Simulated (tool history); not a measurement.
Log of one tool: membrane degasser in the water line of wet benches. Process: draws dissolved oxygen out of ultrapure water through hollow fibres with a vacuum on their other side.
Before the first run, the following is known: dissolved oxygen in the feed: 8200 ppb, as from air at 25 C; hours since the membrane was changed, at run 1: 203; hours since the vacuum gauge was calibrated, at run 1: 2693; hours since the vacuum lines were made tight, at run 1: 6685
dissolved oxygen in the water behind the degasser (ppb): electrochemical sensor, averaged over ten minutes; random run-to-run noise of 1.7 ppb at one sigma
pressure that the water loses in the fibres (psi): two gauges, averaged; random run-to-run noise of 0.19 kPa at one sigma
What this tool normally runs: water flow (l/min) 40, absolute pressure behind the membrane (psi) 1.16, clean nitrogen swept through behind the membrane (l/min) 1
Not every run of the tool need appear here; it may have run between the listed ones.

run	day	water flow (l/min)	absolute pressure behind the membrane (psi)	clean nitrogen swept through behind the membrane (l/min)	hours since the membrane was changed	hours since the vacuum gauge was calibrated	hours since the vacuum lines were made tight	dissolved oxygen in the water behind the degasser (ppb)	pressure that the water loses in the fibres (psi)
1	0	40	1.16	1	203	2693	6685	405.1	5.363
2	1.925	40	1.16	1	249	2740	6731	403.9	5.453
3	3.525	40	1.16	1	287	2778	6770	402.7	5.485
4	5.846	40	1.16	1	343	2834	6825	405.3	5.468
5	7.733	40	1.16	1	388	2879	6871	404.9	5.462
6	9.212	40	1.16	1	424	2914	6906	400.7	5.493
7	12.092	40	1.16	1	493	2983	6975	408.2	5.372
8	13.638	40	1.16	1	530	3021	7012	403.7	5.419
9	16.454	40	1.838	1	598	3088	7080	736.3	5.511
10	17.833	40	1.838	1	631	3121	7113	737.2	5.481
# day 17.979: vacuum gauge calibrated
11	20.396	38	1.16	1	692	58	7174	385.7	5.144
12	22.05	38	1.16	1	732	98	7214	387.6	5.208
13	23.671	38	1.694	1	770	137	7253	644.2	5.233
14	25.171	38	1.694	1	806	173	7289	638.7	5.191
15	27.596	40	1.16	1	865	231	7347	405.5	5.435
16	29.771	40	1.16	1	917	283	7399	408.1	5.446
17	31.308	40	1.16	1	954	320	7436	407.4	5.48
18	32.671	57	1.247	1.47	986	353	7469	470.1	7.787
19	33.912	57	1.247	1.47	1016	382	7499	472.3	7.806
# day 34.746: vacuum gauge calibrated, once more
20	35.533	40	0.834	0.74	1055	19	7537	285.4	5.475
21	36.821	40	0.834	0.74	1086	50	7568	284	5.453
22	39.712	40	0.834	0.74	1155	119	7637	288.2	5.4
23	42.183	40	1.192	2.66	1214	178	7697	202.4	5.465
24	43.454	43	1.16	1.29	1245	209	7727	359.3	5.916
25	44.779	43	1.16	1.29	1277	241	7759	361.5	5.912
26	47.354	43	1.16	1.29	1338	303	7821	358.6	5.865
27	49.479	42	1.16	2.13	1389	354	7872	244.6	5.745
28	51.425	42	1.16	2.13	1436	400	7918	242.5	5.749
29	53.654	42	1.16	2.13	1490	454	7972	244.3	5.667
30	55.854	42	1.16	2.13	1542	507	8025	242.5	5.726
# day 57.408: seals of the vacuum lines changed
31	58.238	31	1.794	2.56	1597	562	20	271.6	4.218
32	59.842	35	2.308	2.81	1636	600	58	376.8	4.762

What if the next run were any one of these 3? Each begins from the tool's condition after run 32:
A	62.588	45	0.831	1.9	1702	666	124	?	?
B	62.588	52	2.248	0.5	1702	666	124	?	?
C	62.588	53	1.16	1	1702	666	124	?	?

run	dissolved oxygen in the water behind the degasser (ppb)	pressure that the water loses in the fibres (psi)
A	173.1	6.145
B	1729.9	7.134
C	518.3	7.294
Had the tool no hidden state, the same runs would have come out as:
run	dissolved oxygen in the water behind the degasser (ppb)	pressure that the water loses in the fibres (psi)
A	167.7	6.1
B	1721	7.082
C	509.5	7.24

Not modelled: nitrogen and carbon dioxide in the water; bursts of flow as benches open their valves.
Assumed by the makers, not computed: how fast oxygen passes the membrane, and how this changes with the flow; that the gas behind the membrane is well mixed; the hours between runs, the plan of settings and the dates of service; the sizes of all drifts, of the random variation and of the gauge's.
